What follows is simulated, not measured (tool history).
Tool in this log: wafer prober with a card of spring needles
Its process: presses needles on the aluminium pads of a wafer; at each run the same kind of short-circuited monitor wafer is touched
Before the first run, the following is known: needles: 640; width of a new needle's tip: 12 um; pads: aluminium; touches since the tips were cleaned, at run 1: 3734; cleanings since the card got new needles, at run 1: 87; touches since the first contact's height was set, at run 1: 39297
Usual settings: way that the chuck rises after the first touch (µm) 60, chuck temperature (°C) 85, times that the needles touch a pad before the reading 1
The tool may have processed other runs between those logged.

run     day  way that the chuck rises after the first touch (µm)  chuck temperature (°C)  times that the needles touch a pad before the reading  touches since the tips were cleaned  cleanings since the card got new needles  touches since the first contact's height was set  resistance of one needle with its contact and lead (mohm)  way that a needle slides on the pad (µm)
  1   0.000                                                   60                      85                                                      1                                 3734                                        87                                             39297                                                        299                                     14.68
      0.562  -- tips cleaned on abrasive film
      1.717  -- tips cleaned on abrasive film
      3.008  -- tips cleaned on abrasive film
      4.150  -- tips cleaned on abrasive film
  2   4.150                                                   60                      85                                                      1                                    0                                        91                                             58804                                                        297                                     14.65
      5.342  -- tips cleaned on abrasive film
      6.612  -- tips cleaned on abrasive film
      7.996  -- tips cleaned on abrasive film
  3   8.129                                                   60                      33                                                      1                                  626                                        94                                             77538                                                        280                                     14.63
      9.371  -- tips cleaned on abrasive film
     10.621  -- tips cleaned on abrasive film
     11.925  -- tips cleaned on abrasive film
  4  12.046                                                   60                      33                                                      1                                  577                                        97                                             95965                                                        279                                     14.67
     12.533  -- height of the first contact set anew
     13.208  -- tips cleaned on abrasive film
     14.392  -- tips cleaned on abrasive film
  5  15.221                                                   77                      33                                                      1                                 3905                                        99                                             12636                                                        276                                     18.79
     15.712  -- tips cleaned on abrasive film
     16.925  -- tips cleaned on abrasive film
     18.325  -- tips cleaned on abrasive film
  6  18.758                                                   77                      33                                                      1                                 2051                                       102                                             29279                                                        274                                     18.80
     19.600  -- tips cleaned on abrasive film
     20.771  -- tips cleaned on abrasive film
     22.042  -- tips cleaned on abrasive film
  7  22.158                                                   41                      79                                                      2                                  536                                       105                                             45265                                                        312                                     10.01
     23.175  -- tips cleaned on abrasive film
     24.529  -- tips cleaned on abrasive film
     25.742  -- tips cleaned on abrasive film
  8  26.246                                                   76                     100                                                      2                                 2365                                       108                                             64502                                                        295                                     18.53
     27.038  -- tips cleaned on abrasive film
     28.208  -- tips cleaned on abrasive film
  9  28.621                                                   60                      28                                                      3                                 1938                                       110                                             75678                                                        278                                     14.65
     29.392  -- tips cleaned on abrasive film
     30.683  -- tips cleaned on abrasive film
 10  31.254                                                   44                      27                                                      2                                 2695                                       112                                             88078                                                        286                                     10.72
     32.042  -- tips cleaned on abrasive film
     33.308  -- tips cleaned on abrasive film
     33.321  -- height of the first contact set anew
 11  33.508                                                   44                      84                                                      2                                  872                                       114                                               872                                                        307                                     10.73

4 ways to go on from here, each from the tool as it stands after run 11. What would each give?
     34.562  -- tips cleaned on abrasive film
     35.817  -- tips cleaned on abrasive film
  A  36.712                                                   60                      85                                                      1                                 4230                                       116                                             15968                                                          ?                                         ?
     34.562  -- tips cleaned on abrasive film
     35.817  -- tips cleaned on abrasive film
  B  36.712                                                   60                      65                                                      1                                 4230                                       116                                             15968                                                          ?                                         ?
     34.562  -- tips cleaned on abrasive film
     35.817  -- tips cleaned on abrasive film
  C  36.712                                                   47                      84                                                      3                                 4230                                       116                                             15968                                                          ?                                         ?
     34.562  -- tips cleaned on abrasive film
     35.817  -- tips cleaned on abrasive film
  D  36.712                                                   62                      27                                                      3                                 4230                                       116                                             15968                                                          ?                                         ?

run  resistance of one needle with its contact and lead (mohm)  way that a needle slides on the pad (µm)
  A                                                        297                                     14.66
  B                                                        292                                     14.66
  C                                                        306                                     11.48
  D                                                        279                                     15.14
Without the tool's unlogged condition, the same runs would have read:
run  resistance of one needle with its contact and lead (mohm)  way that a needle slides on the pad (µm)
  A                                                        296                                     14.66
  B                                                        291                                     14.66
  C                                                        306                                     11.48
  D                                                        279                                     15.14
